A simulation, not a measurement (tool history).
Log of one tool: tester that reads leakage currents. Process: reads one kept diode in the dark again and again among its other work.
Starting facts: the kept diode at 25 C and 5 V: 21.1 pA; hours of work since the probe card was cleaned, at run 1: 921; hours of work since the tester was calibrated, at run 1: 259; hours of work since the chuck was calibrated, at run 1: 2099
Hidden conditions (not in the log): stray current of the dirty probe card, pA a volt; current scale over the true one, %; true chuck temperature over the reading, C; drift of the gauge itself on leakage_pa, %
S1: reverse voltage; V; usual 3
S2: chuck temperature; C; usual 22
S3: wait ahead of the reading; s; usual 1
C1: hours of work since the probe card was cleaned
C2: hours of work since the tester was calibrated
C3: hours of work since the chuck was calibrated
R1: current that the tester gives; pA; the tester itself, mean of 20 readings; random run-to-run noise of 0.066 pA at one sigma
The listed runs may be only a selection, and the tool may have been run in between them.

run,hour,S1,S2,S3,C1,C2,C3,R1
1,0,3,22,1,921,259,2099,13.86
# hour 43.5: chuck's temperature calibrated
2,233.7,3,22,1,1076,415,127,13.58
3,481.3,3,22,1,1242,581,293,13.68
# hour 644.4: chuck's temperature calibrated, once more
4,728.7,3,22,1,1407,745,56,16.92
5,939,3,22,1,1548,886,197,17.13
6,1144.8,3,22,7.38,1686,1024,335,16.17
7,1283.4,3,22,7.38,1778,1117,428,16.23
8,1459.1,3,22,1,1896,1234,546,17.23
9,1683.8,3,22,1,2047,1385,696,17.29
10,1817.3,3,22,1,2136,1474,786,17.14
11,2060.5,3,22,3.14,2299,1637,949,16.67
12,2219.9,3,22,0.59,2406,1744,1056,18.13
13,2365.9,3,53,0.59,2504,1842,1153,196.61
14,2473.7,3,22,1,2576,1914,1226,17.52
15,2618.9,3,22,1.61,2673,2012,1323,17.23
16,2766.9,3,22,1.61,2772,2111,1422,17.45
17,3022,3,22,1.61,2943,2282,1593,17.48
18,3181.1,3,22,1.61,3050,2388,1700,17.62
19,3413.8,3,22,1.61,3206,2544,1856,17.67
# hour 3539.8: probe card cleaned and baked
20,3599.3,3,22,1,40,2666,1978,12.59
21,3781.3,3,22,1,162,2788,2100,12.63
# hour 3819.2: chuck's temperature calibrated
22,4037.8,1.22,25,1.51,332,2959,146,13.98
23,4247.1,1.22,25,0.41,473,3099,287,14.73
24,4411.7,1.22,25,0.41,583,3209,397,14.61
25,4535.4,5.98,53,7.44,666,3292,480,248.1
26,4679.5,4.1,56,8.28,762,3389,576,277.05
27,4799.9,8.49,53,5.9,843,3469,657,275.35
28,5043.1,2.42,22,0.4,1006,3632,820,15.3
29,5184.6,4.21,22,1.51,1101,3727,915,17.52
# hour 5422.7: tester calibrated
30,5447.4,2.1,53,1.63,1275,17,1090,174.73
31,5669,2.1,24,0.31,1424,165,1238,17.26
32,5880.1,17.85,23,7.02,1565,306,1379,39.94
33,5992.8,1.38,22,1.4,1641,382,1455,11.26
34,6235.1,1.38,22,1.4,1803,544,1617,11.18
35,6446.8,1.38,22,1.4,1945,686,1759,11.27
36,6650.1,3,30,1,2081,822,1895,29.63
37,6893.6,10.73,23,1,2244,986,2059,35.9
# hour 6997.7: chuck's temperature calibrated
38,7084.2,4.55,22,0.39,2371,1112,58,25.01
39,7289.5,3,41,1.18,2508,1249,195,80

Here are 3 independent what-if runs from the current tool condition. What would each one return?
A,7517.5,3,32,0.35,2661,1402,348,?
B,7517.5,1.61,24,6.43,2661,1402,348,?
C,7517.5,13.84,41,0.8,2661,1402,348,?

run,R1
A,40.74
B,15.74
C,145.01
Had the tool no hidden state, the same runs would have come out as:
run,R1
A,37.5
B,13.83
C,128.42
